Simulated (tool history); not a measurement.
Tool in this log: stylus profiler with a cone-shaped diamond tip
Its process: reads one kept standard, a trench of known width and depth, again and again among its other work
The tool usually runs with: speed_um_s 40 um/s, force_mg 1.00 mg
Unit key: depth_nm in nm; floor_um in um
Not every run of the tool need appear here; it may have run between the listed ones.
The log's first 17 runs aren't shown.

run    hour  speed_um_s  force_mg  depth_nm  floor_um
 18   644.5          40      2.32   1017.01     43.86
 19   680.3          40      2.32   1017.08     43.86
 20   705.3          35      0.90   1010.19     43.79
 21   766.4          35      0.90   1009.97     43.71
 22   808.8          35      0.90   1010.06     43.60
 23   843.6          83      0.97   1010.48     43.35
 24   872.0          27      1.93   1015.62     43.65
 25   931.3          27      1.93   1015.46     43.65
 26   974.6          32      1.77   1014.75     43.47
      984.5  -- new tip fitted, height scale calibrated
 27  1026.9          32      1.77   1012.14     46.29
 28  1087.4          80      1.32   1010.34     45.91
 29  1142.1          33      0.66   1006.31     45.94
 30  1178.3          47      2.70   1016.84     45.92
 31  1232.7          33      0.99   1008.54     45.82
 32  1274.6         120      0.44   1005.18     44.94
 33  1317.8         120      0.44   1005.21     44.86
 34  1366.1         120      0.44   1005.29     44.75
 35  1393.4          45      2.18   1015.04     45.54
 36  1437.4          77      2.77   1017.29     45.37
 37  1473.1          77      2.77   1017.57     45.29
 38  1530.1          77      2.77   1017.24     45.19

3 ways to go on from here, each from the tool as it stands after run 38. What would each give?
  A  1563.2          77      2.78         ?         ?
  B  1563.2          60      0.67         ?         ?
  C  1563.2          67      2.80         ?         ?

run  depth_nm  floor_um
  A   1017.28     45.26
  B   1006.89     45.05
  C   1017.86     45.22
Stripped of hidden state, with their random variation kept, the same runs would have yielded:
run  depth_nm  floor_um
  A   1016.98     46.39
  B   1006.59     46.19
  C   1017.55     46.36

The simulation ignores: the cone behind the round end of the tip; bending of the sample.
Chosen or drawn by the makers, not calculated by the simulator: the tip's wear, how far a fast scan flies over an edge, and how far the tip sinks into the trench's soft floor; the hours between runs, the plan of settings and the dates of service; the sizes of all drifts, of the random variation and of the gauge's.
